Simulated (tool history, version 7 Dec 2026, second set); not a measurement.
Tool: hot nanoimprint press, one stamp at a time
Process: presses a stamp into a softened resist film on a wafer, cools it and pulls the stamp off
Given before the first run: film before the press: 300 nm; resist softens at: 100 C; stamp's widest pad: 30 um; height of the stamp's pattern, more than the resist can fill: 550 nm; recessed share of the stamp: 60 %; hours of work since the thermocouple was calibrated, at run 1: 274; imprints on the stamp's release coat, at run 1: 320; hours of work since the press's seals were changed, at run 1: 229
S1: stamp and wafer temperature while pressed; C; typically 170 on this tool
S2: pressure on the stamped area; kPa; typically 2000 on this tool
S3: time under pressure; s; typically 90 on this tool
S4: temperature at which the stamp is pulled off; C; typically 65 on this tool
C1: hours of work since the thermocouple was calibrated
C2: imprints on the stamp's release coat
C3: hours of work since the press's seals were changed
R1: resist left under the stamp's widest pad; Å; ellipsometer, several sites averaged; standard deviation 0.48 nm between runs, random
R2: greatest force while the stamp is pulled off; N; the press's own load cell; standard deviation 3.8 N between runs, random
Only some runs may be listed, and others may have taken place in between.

run 1 hour=0.0 | S1=170 S2=2000 S3=90 S4=65 | C1=274 C2=320 C3=229 | R1=1081 R2=195
run 2 hour=6.8 | S1=170 S2=2000 S3=90 S4=65 | C1=279 C2=360 C3=234 | R1=1081 R2=189
run 3 hour=11.7 | S1=170 S2=2000 S3=90 S4=58 | C1=282 C2=388 C3=237 | R1=1078 R2=217
run 4 hour=19.4 | S1=170 S2=2000 S3=90 S4=58 | C1=288 C2=433 C3=243 | R1=1070 R2=209
run 5 hour=23.5 | S1=170 S2=2000 S3=150 S4=65 | C1=291 C2=457 C3=246 | R1=901 R2=204
run 6 hour=27.3 | S1=176 S2=2000 S3=90 S4=65 | C1=294 C2=479 C3=249 | R1=868 R2=199
run 7 hour=33.5 | S1=176 S2=2000 S3=90 S4=65 | C1=298 C2=515 C3=253 | R1=863 R2=202
run 8 hour=40.5 | S1=176 S2=2000 S3=90 S4=65 | C1=303 C2=556 C3=258 | R1=872 R2=202
run 9 hour=49.7 | S1=170 S2=2000 S3=90 S4=65 | C1=310 C2=609 C3=265 | R1=1076 R2=204
run 10 hour=54.7 | S1=170 S2=2000 S3=90 S4=56 | C1=314 C2=639 C3=269 | R1=1074 R2=224
run 11 hour=62.7 | S1=170 S2=2000 S3=90 S4=65 | C1=319 C2=685 C3=275 | R1=1073 R2=206
run 12 hour=68.8 | S1=170 S2=2000 S3=90 S4=65 | C1=324 C2=721 C3=279 | R1=1076 R2=212
run 13 hour=74.8 | S1=170 S2=2000 S3=90 S4=67 | C1=328 C2=756 C3=284 | R1=1071 R2=200
run 14 hour=83.3 | S1=181 S2=2000 S3=90 S4=65 | C1=335 C2=805 C3=290 | R1=726 R2=209
-- hour=86.9 plate thermocouple calibrated
run 15 hour=91.6 | S1=181 S2=2000 S3=90 S4=65 | C1=3 C2=836 C3=294 | R1=718 R2=205
run 16 hour=96.1 | S1=181 S2=2000 S3=90 S4=65 | C1=7 C2=863 C3=297 | R1=726 R2=212
run 17 hour=101.5 | S1=181 S2=2000 S3=90 S4=65 | C1=11 C2=894 C3=301 | R1=728 R2=210
run 18 hour=109.6 | S1=170 S2=2000 S3=87 S4=65 | C1=17 C2=941 C3=307 | R1=1075 R2=217
run 19 hour=118.5 | S1=170 S2=2000 S3=87 S4=65 | C1=23 C2=993 C3=313 | R1=1074 R2=218
-- hour=130.2 plate thermocouple calibrated, once more
run 20 hour=130.2 | S1=173 S2=1630 S3=134 S4=55 | C1=0 C2=1044 C3=320 | R1=1018 R2=252
run 21 hour=134.2 | S1=177 S2=2000 S3=90 S4=65 | C1=3 C2=1067 C3=323 | R1=892 R2=230
run 22 hour=141.2 | S1=170 S2=2000 S3=47 S4=62 | C1=8 C2=1108 C3=328 | R1=1408 R2=229
run 23 hour=148.4 | S1=181 S2=2190 S3=172 S4=65 | C1=13 C2=1149 C3=333 | R1=585 R2=232
run 24 hour=152.7 | S1=164 S2=1470 S3=120 S4=64 | C1=16 C2=1175 C3=336 | R1=1548 R2=242
run 25 hour=157.9 | S1=171 S2=2000 S3=90 S4=65 | C1=20 C2=1205 C3=340 | R1=1097 R2=238
run 26 hour=166.0 | S1=161 S2=1780 S3=65 S4=58 | C1=26 C2=1252 C3=346 | R1=1847 R2=267
run 27 hour=171.8 | S1=170 S2=2000 S3=90 S4=65 | C1=30 C2=1286 C3=350 | R1=1136 R2=238
run 28 hour=179.3 | S1=170 S2=2000 S3=90 S4=65 | C1=36 C2=1330 C3=356 | R1=1141 R2=241
run 29 hour=186.1 | S1=166 S2=2520 S3=173 S4=70 | C1=41 C2=1369 C3=361 | R1=928 R2=212

The logged runs with the hidden state left out (each run's random variation unchanged):
Hidden state at play: true temperature over the reading, C; pressure that arrives at the usual setting, %; grip of the stamp's worn release coat, % over a new coat's; drift of the gauge itself on residual_nm, %; drift of the gauge itself on pull_off_n, %.
run=1 R1=1134 R2=186
run=2 R1=1135 R2=179
run=3 R1=1133 R2=204
run=4 R1=1126 R2=195
run=5 R1=949 R2=190
run=6 R1=911 R2=184
run=7 R1=906 R2=186
run=8 R1=916 R2=184
run=9 R1=1134 R2=184
run=10 R1=1133 R2=201
run=11 R1=1132 R2=183
run=12 R1=1136 R2=188
run=13 R1=1132 R2=176
run=14 R1=764 R2=182
run=15 R1=763 R2=178
run=16 R1=771 R2=184
run=17 R1=774 R2=181
run=18 R1=1150 R2=185
run=19 R1=1151 R2=184
run=20 R1=1006 R2=205
run=21 R1=881 R2=186
run=22 R1=1393 R2=184
run=23 R1=578 R2=185
run=24 R1=1536 R2=193
run=25 R1=1086 R2=188
run=26 R1=1835 R2=209
run=27 R1=1127 R2=185
run=28 R1=1133 R2=186
run=29 R1=920 R2=162
